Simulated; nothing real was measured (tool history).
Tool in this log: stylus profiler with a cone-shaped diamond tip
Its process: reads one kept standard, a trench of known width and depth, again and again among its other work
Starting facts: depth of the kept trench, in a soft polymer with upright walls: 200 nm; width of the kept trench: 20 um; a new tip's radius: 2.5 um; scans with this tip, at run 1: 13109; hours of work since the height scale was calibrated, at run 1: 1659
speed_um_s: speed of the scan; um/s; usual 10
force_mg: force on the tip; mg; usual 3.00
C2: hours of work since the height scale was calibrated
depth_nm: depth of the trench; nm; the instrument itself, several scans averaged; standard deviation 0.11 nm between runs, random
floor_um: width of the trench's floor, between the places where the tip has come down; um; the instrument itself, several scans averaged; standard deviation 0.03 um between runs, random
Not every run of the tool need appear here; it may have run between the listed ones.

Run 1, hour 0.0: usual settings; scans with this tip 13109; C2 1659. Result: depth_nm 201.27 nm, floor_um 18.00 um.
Run 2, hour 112.7: usual settings; scans with this tip 13577; C2 1718. Result: depth_nm 201.32 nm, floor_um 17.96 um.
Run 3, hour 199.9: usual settings; scans with this tip 13940; C2 1764. Result: depth_nm 201.03 nm, floor_um 18.00 um.
Run 4, hour 290.3: usual settings but force_mg 2.80 mg; scans with this tip 14316; C2 1812. Result: depth_nm 201.10 nm, floor_um 17.99 um.
Run 5, hour 370.4: usual settings but force_mg 2.80 mg; scans with this tip 14649; C2 1854. Result: depth_nm 201.10 nm, floor_um 17.93 um.
Run 6, hour 477.2: usual settings but speed_um_s 13 um/s, force_mg 2.80 mg; scans with this tip 15093; C2 1910. Result: depth_nm 201.18 nm, floor_um 17.96 um.
Run 7, hour 589.8: usual settings but speed_um_s 13 um/s, force_mg 2.80 mg; scans with this tip 15561; C2 1970. Result: depth_nm 200.91 nm, floor_um 17.95 um.
Run 8, hour 672.0: usual settings but speed_um_s 13 um/s, force_mg 2.80 mg; scans with this tip 15903; C2 2013. Result: depth_nm 201.14 nm, floor_um 17.93 um.
Run 9, hour 735.6: usual settings but speed_um_s 12 um/s; scans with this tip 16167; C2 2046. Result: depth_nm 201.09 nm, floor_um 17.94 um.
Run 10, hour 851.2: usual settings but speed_um_s 6 um/s, force_mg 6.97 mg; scans with this tip 16648; C2 2107. Result: depth_nm 202.21 nm, floor_um 18.01 um.
Run 11, hour 949.4: usual settings but speed_um_s 14 um/s, force_mg 1.71 mg; scans with this tip 17056; C2 2159. Result: depth_nm 200.77 nm, floor_um 17.97 um.
Run 12, hour 1046.4: usual settings but speed_um_s 34 um/s, force_mg 2.24 mg; scans with this tip 17460; C2 2210. Result: depth_nm 201.02 nm, floor_um 17.88 um.
At hour 1094.6: height scale calibrated on a step standard.
Run 13, hour 1114.1: usual settings but speed_um_s 4 um/s, force_mg 2.24 mg; scans with this tip 17739; C2 10. Result: depth_nm 200.95 nm, floor_um 18.02 um.
Run 14, hour 1178.8: usual settings but speed_um_s 4 um/s, force_mg 2.24 mg; scans with this tip 18008; C2 44. Result: depth_nm 201.06 nm, floor_um 17.98 um.
Run 15, hour 1243.2: usual settings but speed_um_s 4 um/s, force_mg 2.24 mg; scans with this tip 18276; C2 78. Result: depth_nm 201.05 nm, floor_um 17.99 um.
Run 16, hour 1299.8: usual settings but speed_um_s 4 um/s, force_mg 2.87 mg; scans with this tip 18511; C2 108. Result: depth_nm 201.31 nm, floor_um 18.02 um.

Each row is a separate what-if for the run after 16, all from the same tool condition, not one after another. Results?
Run A, hour 1390.1: usual settings but speed_um_s 35 um/s; scans with this tip 18886; C2 156. Result: depth_nm ?, floor_um ?.
Run B, hour 1390.1: usual settings but speed_um_s 13 um/s, force_mg 2.83 mg; scans with this tip 18886; C2 156. Result: depth_nm ?, floor_um ?.
Run C, hour 1390.1: usual settings but speed_um_s 4 um/s, force_mg 3.85 mg; scans with this tip 18886; C2 156. Result: depth_nm ?, floor_um ?.
Run D, hour 1390.1: usual settings but speed_um_s 9 um/s, force_mg 2.82 mg; scans with this tip 18886; C2 156. Result: depth_nm ?, floor_um ?.
Run E, hour 1390.1: usual settings but speed_um_s 5 um/s, force_mg 2.87 mg; scans with this tip 18886; C2 156. Result: depth_nm ?, floor_um ?.

run  depth_nm  floor_um
  A    201.16     17.83
  B    201.15     18.01
  C    201.56     18.01
  D    201.13     17.94
  E    201.27     18.01
Take away the tool's hidden state, keep each run's random variation, and the runs would have read:
run  depth_nm  floor_um
  A    201.16     17.84
  B    201.15     18.01
  C    201.56     18.01
  D    201.14     17.95
  E    201.27     18.01

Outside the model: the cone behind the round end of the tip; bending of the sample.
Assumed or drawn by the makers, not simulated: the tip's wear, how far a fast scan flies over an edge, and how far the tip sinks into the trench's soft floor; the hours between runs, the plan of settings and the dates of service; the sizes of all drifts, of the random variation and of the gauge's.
